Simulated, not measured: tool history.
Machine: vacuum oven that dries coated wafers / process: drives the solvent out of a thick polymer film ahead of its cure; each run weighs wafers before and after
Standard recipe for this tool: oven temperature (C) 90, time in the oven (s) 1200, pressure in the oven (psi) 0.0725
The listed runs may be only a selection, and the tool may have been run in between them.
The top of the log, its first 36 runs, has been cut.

run,day,oven temperature (C),time in the oven (s),pressure in the oven (psi),solvent left in the film (%)
37,97.425,90,1500,0.1488,4.21
38,100.288,90,1020,0.0725,6.67
39,103.642,90,1680,0.0460,3.31
40,105.921,91,900,0.1856,7.46
41,108.817,91,900,0.1856,7.39
42,111.533,91,900,0.1856,7.45
43,114.408,82,1020,0.1536,11.10
44,117.358,104,1200,0.0940,0.91
45,118.992,90,960,0.0656,7.19
46,122.708,90,660,0.0725,9.88

What if the next run were any one of these 5? Each begins from the tool's condition after run 46:
A,125.358,97,1200,0.0397,?
B,125.358,102,1500,0.0725,?
C,125.358,79,1200,0.0725,?
D,125.358,80,720,0.1616,?
E,125.358,90,2100,0.0725,?

run,solvent left in the film (%)
A,2.53
B,0.57
C,11.13
D,14.15
E,2.32
Without the tool's unlogged condition, the same runs would have read:
run,solvent left in the film (%)
A,2.51
B,0.57
C,11.11
D,14.14
E,2.31

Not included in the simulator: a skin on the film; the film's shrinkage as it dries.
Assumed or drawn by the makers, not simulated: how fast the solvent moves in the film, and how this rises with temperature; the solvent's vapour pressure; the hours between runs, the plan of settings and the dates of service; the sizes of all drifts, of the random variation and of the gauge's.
